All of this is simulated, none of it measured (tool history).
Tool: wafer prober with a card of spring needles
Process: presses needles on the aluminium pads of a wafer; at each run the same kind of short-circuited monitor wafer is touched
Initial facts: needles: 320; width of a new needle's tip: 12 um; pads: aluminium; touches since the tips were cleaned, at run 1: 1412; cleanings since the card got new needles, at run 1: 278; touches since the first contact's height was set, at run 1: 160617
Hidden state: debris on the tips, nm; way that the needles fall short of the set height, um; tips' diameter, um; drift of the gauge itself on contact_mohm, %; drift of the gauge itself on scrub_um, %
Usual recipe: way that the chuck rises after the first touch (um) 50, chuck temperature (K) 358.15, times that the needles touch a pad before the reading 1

run	day	way that the chuck rises after the first touch (um)	chuck temperature (K)	times that the needles touch a pad before the reading	touches since the tips were cleaned	cleanings since the card got new needles	touches since the first contact's height was set	resistance of one needle with its contact and lead (mohm)	way that a needle slides on the pad (um)
1	0	50	358.15	1	1412	278	160617	242	8.62
# day 0.346: tips cleaned on abrasive film
# day 0.696: tips cleaned on abrasive film
# day 1.129: tips cleaned on abrasive film
# day 1.475: tips cleaned on abrasive film
# day 1.908: tips cleaned on abrasive film
# day 2.092: height of the first contact set anew
# day 2.267: tips cleaned on abrasive film
# day 2.625: tips cleaned on abrasive film
2	2.625	50	358.15	1	0	285	9063	239	8.64
# day 3.058: tips cleaned on abrasive film
# day 3.492: tips cleaned on abrasive film
# day 3.842: tips cleaned on abrasive film
# day 4.271: tips cleaned on abrasive film
# day 4.621: tips cleaned on abrasive film
# day 5.054: tips cleaned on abrasive film
# day 5.488: tips cleaned on abrasive film
3	5.608	50	299.15	1	2101	292	59809	227	8.66
# day 5.871: tips cleaned on abrasive film
# day 6.304: tips cleaned on abrasive film
# day 6.733: tips cleaned on abrasive film
# day 7.167: tips cleaned on abrasive film
# day 7.6: tips cleaned on abrasive film
# day 7.95: tips cleaned on abrasive film
# day 8.379: tips cleaned on abrasive film
4	8.488	50	299.15	1	1831	299	108812	230	8.63
# day 8.75: tips cleaned on abrasive film
# day 9.183: tips cleaned on abrasive film
# day 9.529: tips cleaned on abrasive film
# day 9.875: tips cleaned on abrasive film
# day 10.308: tips cleaned on abrasive film
# day 10.742: tips cleaned on abrasive film
5	10.896	50	299.15	1	2680	305	149819	228	8.6
# day 11.158: tips cleaned on abrasive film
# day 11.592: tips cleaned on abrasive film
# day 12.025: tips cleaned on abrasive film
# day 12.371: tips cleaned on abrasive film
# day 12.804: tips cleaned on abrasive film
6	13.038	50	358.15	2	4001	310	186251	240	8.61
# day 13.212: tips cleaned on abrasive film
# day 13.562: tips cleaned on abrasive film
# day 13.575: height of the first contact set anew
# day 14.004: tips cleaned on abrasive film
# day 14.354: tips cleaned on abrasive film
# day 14.788: tips cleaned on abrasive film
7	14.983	50	358.15	2	3412	315	24049	242	8.63
# day 15.158: tips cleaned on abrasive film
# day 15.592: tips cleaned on abrasive film
# day 15.942: tips cleaned on abrasive film
# day 16.375: tips cleaned on abrasive film
8	16.521	50	358.15	1	2510	319	50143	242	8.63
# day 16.779: tips cleaned on abrasive film
# day 17.212: tips cleaned on abrasive film
# day 17.646: tips cleaned on abrasive film
# day 18.079: tips cleaned on abrasive film
# day 18.512: tips cleaned on abrasive film
# day 18.946: tips cleaned on abrasive film
9	19.221	50	358.15	1	4715	325	96135	240	8.61
# day 19.308: tips cleaned on abrasive film
# day 19.654: tips cleaned on abrasive film
# day 20.088: tips cleaned on abrasive film
# day 20.521: tips cleaned on abrasive film
# day 20.954: tips cleaned on abrasive film
# day 21.3: tips cleaned on abrasive film
10	21.442	56	358.15	1	2389	331	133901	237	9.67
# day 21.704: tips cleaned on abrasive film
# day 22.05: tips cleaned on abrasive film
# day 22.483: tips cleaned on abrasive film
# day 22.917: tips cleaned on abrasive film
# day 23.35: tips cleaned on abrasive film
# day 23.783: tips cleaned on abrasive film
11	23.938	56	358.15	2	2678	337	176382	245	9.67
# day 24.2: tips cleaned on abrasive film
# day 24.546: tips cleaned on abrasive film
# day 24.979: tips cleaned on abrasive film
# day 25.075: height of the first contact set anew
# day 25.425: tips cleaned on abrasive film
# day 25.858: tips cleaned on abrasive film
12	26.096	50	298.15	1	4088	342	17356	225	8.61
# day 26.271: tips cleaned on abrasive film
# day 26.704: tips cleaned on abrasive film
# day 27.138: tips cleaned on abrasive film
13	27.433	42	319.15	2	5128	345	40174	233	7.23
# day 27.525: tips cleaned on abrasive film
# day 27.871: tips cleaned on abrasive film
# day 28.304: tips cleaned on abrasive film
# day 28.738: tips cleaned on abrasive film
# day 29.171: tips cleaned on abrasive film
# day 29.517: tips cleaned on abrasive film
14	29.6	50	384.15	2	1431	351	76983	247	8.62
# day 29.946: tips cleaned on abrasive film
# day 30.296: tips cleaned on abrasive film
# day 30.729: tips cleaned on abrasive film
15	30.971	52	332.15	2	4192	354	100340	234	8.98
# day 31.146: tips cleaned on abrasive film
# day 31.579: tips cleaned on abrasive film
# day 32.012: tips cleaned on abrasive film
# day 32.446: tips cleaned on abrasive film
# day 32.879: tips cleaned on abrasive film
16	32.988	70	299.15	2	1840	359	134611	225	12.07
# day 33.246: tips cleaned on abrasive film
# day 33.679: tips cleaned on abrasive film
# day 34.112: tips cleaned on abrasive film
# day 34.546: tips cleaned on abrasive film
# day 34.892: tips cleaned on abrasive film
# day 35.325: tips cleaned on abrasive film
17	35.433	70	299.15	2	1870	365	176280	225	12.09
# day 35.696: tips cleaned on abrasive film
# day 36.042: tips cleaned on abrasive film
# day 36.475: tips cleaned on abrasive film
# day 36.575: height of the first contact set anew
# day 36.838: tips cleaned on abrasive film
# day 37.271: tips cleaned on abrasive film
# day 37.7: tips cleaned on abrasive film
18	37.892	55	299.15	3	3235	371	22400	224	9.54
# day 38.067: tips cleaned on abrasive film
# day 38.5: tips cleaned on abrasive film
# day 38.846: tips cleaned on abrasive film
# day 39.279: tips cleaned on abrasive film
# day 39.712: tips cleaned on abrasive film
# day 40.058: tips cleaned on abrasive film
19	40.154	55	299.15	3	1637	377	60888	225	9.51
# day 40.417: tips cleaned on abrasive film
# day 40.762: tips cleaned on abrasive film
# day 41.196: tips cleaned on abrasive film
# day 41.542: tips cleaned on abrasive film
# day 41.888: tips cleaned on abrasive film
# day 42.321: tips cleaned on abrasive film
# day 42.754: tips cleaned on abrasive film
# day 43.104: tips cleaned on abrasive film
20	43.125	36	343.15	2	412	385	111414	242	6.26
# day 43.475: tips cleaned on abrasive film
# day 43.904: tips cleaned on abrasive film
# day 44.338: tips cleaned on abrasive film
# day 44.771: tips cleaned on abrasive film
21	45.038	56	309.15	1	4582	389	144004	225	9.68
# day 45.129: tips cleaned on abrasive film
# day 45.475: tips cleaned on abrasive film
# day 45.908: tips cleaned on abrasive film
# day 46.254: tips cleaned on abrasive film
# day 46.688: tips cleaned on abrasive film
# day 47.121: tips cleaned on abrasive film
22	47.238	64	309.15	2	1979	395	181360	227	11.02
# day 47.496: tips cleaned on abrasive film
# day 47.929: tips cleaned on abrasive film
# day 48.117: height of the first contact set anew
# day 48.292: tips cleaned on abrasive film
# day 48.725: tips cleaned on abrasive film
# day 49.154: tips cleaned on abrasive film
# day 49.588: tips cleaned on abrasive film
23	49.829	39	309.15	2	4113	401	29173	236	6.78

Hidden condition of the tool, last listed run before each entry between runs versus first listed run after:
Runs 1 to 2: tips cleaned on abrasive film (day 0.346); tips cleaned on abrasive film (day 0.696); tips cleaned on abrasive film (day 1.129); tips cleaned on abrasive film (day 1.475); tips cleaned on abrasive film (day 1.908); height of the first contact set anew (day 2.092); tips cleaned on abrasive film (day 2.267); tips cleaned on abrasive film (day 2.625)
  debris on the tips, nm: 0.2 -> 0
Runs 2 to 3: tips cleaned on abrasive film (day 3.058); tips cleaned on abrasive film (day 3.492); tips cleaned on abrasive film (day 3.842); tips cleaned on abrasive film (day 4.271); tips cleaned on abrasive film (day 4.621); tips cleaned on abrasive film (day 5.054); tips cleaned on abrasive film (day 5.488)
  debris on the tips, nm: 0 -> 0.3
Runs 3 to 4: tips cleaned on abrasive film (day 5.871); tips cleaned on abrasive film (day 6.304); tips cleaned on abrasive film (day 6.733); tips cleaned on abrasive film (day 7.167); tips cleaned on abrasive film (day 7.6); tips cleaned on abrasive film (day 7.95); tips cleaned on abrasive film (day 8.379)
  debris on the tips, nm: 0.3 -> 0.2
Runs 4 to 5: tips cleaned on abrasive film (day 8.75); tips cleaned on abrasive film (day 9.183); tips cleaned on abrasive film (day 9.529); tips cleaned on abrasive film (day 9.875); tips cleaned on abrasive film (day 10.308); tips cleaned on abrasive film (day 10.742)
  debris on the tips, nm: 0.2 -> 0.3
Runs 5 to 6: tips cleaned on abrasive film (day 11.158); tips cleaned on abrasive film (day 11.592); tips cleaned on abrasive film (day 12.025); tips cleaned on abrasive film (day 12.371); tips cleaned on abrasive film (day 12.804)
  way that the needles fall short of the set height, um: 0 -> 0.01
Runs 6 to 7: tips cleaned on abrasive film (day 13.212); tips cleaned on abrasive film (day 13.562); height of the first contact set anew (day 13.575); tips cleaned on abrasive film (day 14.004); tips cleaned on abrasive film (day 14.354); tips cleaned on abrasive film (day 14.788)
  way that the needles fall short of the set height, um: 0.01 -> 0
Runs 7 to 8: tips cleaned on abrasive film (day 15.158); tips cleaned on abrasive film (day 15.592); tips cleaned on abrasive film (day 15.942); tips cleaned on abrasive film (day 16.375)
  debris on the tips, nm: 0.3 -> 0.2
Runs 8 to 9: tips cleaned on abrasive film (day 16.779); tips cleaned on abrasive film (day 17.212); tips cleaned on abrasive film (day 17.646); tips cleaned on abrasive film (day 18.079); tips cleaned on abrasive film (day 18.512); tips cleaned on abrasive film (day 18.946)
  debris on the tips, nm: 0.2 -> 0.3
Runs 9 to 10: tips cleaned on abrasive film (day 19.308); tips cleaned on abrasive film (day 19.654); tips cleaned on abrasive film (day 20.088); tips cleaned on abrasive film (day 20.521); tips cleaned on abrasive film (day 20.954); tips cleaned on abrasive film (day 21.3)
  debris on the tips, nm: 0.3 -> 0.2
Runs 10 to 11: tips cleaned on abrasive film (day 21.704); tips cleaned on abrasive film (day 22.05); tips cleaned on abrasive film (day 22.483); tips cleaned on abrasive film (day 22.917); tips cleaned on abrasive film (day 23.35); tips cleaned on abrasive film (day 23.783)
  debris on the tips, nm: 0.2 -> 0.3; way that the needles fall short of the set height, um: 0 -> 0.01
Runs 11 to 12: tips cleaned on abrasive film (day 24.2); tips cleaned on abrasive film (day 24.546); tips cleaned on abrasive film (day 24.979); height of the first contact set anew (day 25.075); tips cleaned on abrasive film (day 25.425); tips cleaned on abrasive film (day 25.858)
  way that the needles fall short of the set height, um: 0.01 -> 0
Runs 12 to 13: tips cleaned on abrasive film (day 26.271); tips cleaned on abrasive film (day 26.704); tips cleaned on abrasive film (day 27.138)
  no difference in the tool's unlogged condition between these two runs
Runs 13 to 14: tips cleaned on abrasive film (day 27.525); tips cleaned on abrasive film (day 27.871); tips cleaned on abrasive film (day 28.304); tips cleaned on abrasive film (day 28.738); tips cleaned on abrasive film (day 29.171); tips cleaned on abrasive film (day 29.517)
  debris on the tips, nm: 0.3 -> 0.2; tips' diameter, um: 12.02 -> 12.03
Runs 14 to 15: tips cleaned on abrasive film (day 29.946); tips cleaned on abrasive film (day 30.296); tips cleaned on abrasive film (day 30.729)
  debris on the tips, nm: 0.2 -> 0.3
Runs 15 to 16: tips cleaned on abrasive film (day 31.146); tips cleaned on abrasive film (day 31.579); tips cleaned on abrasive film (day 32.012); tips cleaned on abrasive film (day 32.446); tips cleaned on abrasive film (day 32.879)
  debris on the tips, nm: 0.3 -> 0.2
Runs 16 to 17: tips cleaned on abrasive film (day 33.246); tips cleaned on abrasive film (day 33.679); tips cleaned on abrasive film (day 34.112); tips cleaned on abrasive film (day 34.546); tips cleaned on abrasive film (day 34.892); tips cleaned on abrasive film (day 35.325)
  no difference in the tool's unlogged condition between these two runs
Runs 17 to 18: tips cleaned on abrasive film (day 35.696); tips cleaned on abrasive film (day 36.042); tips cleaned on abrasive film (day 36.475); height of the first contact set anew (day 36.575); tips cleaned on abrasive film (day 36.838); tips cleaned on abrasive film (day 37.271); tips cleaned on abrasive film (day 37.7)
  debris on the tips, nm: 0.2 -> 0.3
Runs 18 to 19: tips cleaned on abrasive film (day 38.067); tips cleaned on abrasive film (day 38.5); tips cleaned on abrasive film (day 38.846); tips cleaned on abrasive film (day 39.279); tips cleaned on abrasive film (day 39.712); tips cleaned on abrasive film (day 40.058)
  debris on the tips, nm: 0.3 -> 0.2
Runs 19 to 20: tips cleaned on abrasive film (day 40.417); tips cleaned on abrasive film (day 40.762); tips cleaned on abrasive film (day 41.196); tips cleaned on abrasive film (day 41.542); tips cleaned on abrasive film (day 41.888); tips cleaned on abrasive film (day 42.321); tips cleaned on abrasive film (day 42.754); tips cleaned on abrasive film (day 43.104)
  debris on the tips, nm: 0.2 -> 0.1
Runs 20 to 21: tips cleaned on abrasive film (day 43.475); tips cleaned on abrasive film (day 43.904); tips cleaned on abrasive film (day 44.338); tips cleaned on abrasive film (day 44.771)
  debris on the tips, nm: 0.1 -> 0.3
Runs 21 to 22: tips cleaned on abrasive film (day 45.129); tips cleaned on abrasive film (day 45.475); tips cleaned on abrasive film (day 45.908); tips cleaned on abrasive film (day 46.254); tips cleaned on abrasive film (day 46.688); tips cleaned on abrasive film (day 47.121)
  debris on the tips, nm: 0.3 -> 0.2; way that the needles fall short of the set height, um: 0 -> 0.01
Runs 22 to 23: tips cleaned on abrasive film (day 47.496); tips cleaned on abrasive film (day 47.929); height of the first contact set anew (day 48.117); tips cleaned on abrasive film (day 48.292); tips cleaned on abrasive film (day 48.725); tips cleaned on abrasive film (day 49.154); tips cleaned on abrasive film (day 49.588)
  debris on the tips, nm: 0.2 -> 0.3; way that the needles fall short of the set height, um: 0.01 -> 0

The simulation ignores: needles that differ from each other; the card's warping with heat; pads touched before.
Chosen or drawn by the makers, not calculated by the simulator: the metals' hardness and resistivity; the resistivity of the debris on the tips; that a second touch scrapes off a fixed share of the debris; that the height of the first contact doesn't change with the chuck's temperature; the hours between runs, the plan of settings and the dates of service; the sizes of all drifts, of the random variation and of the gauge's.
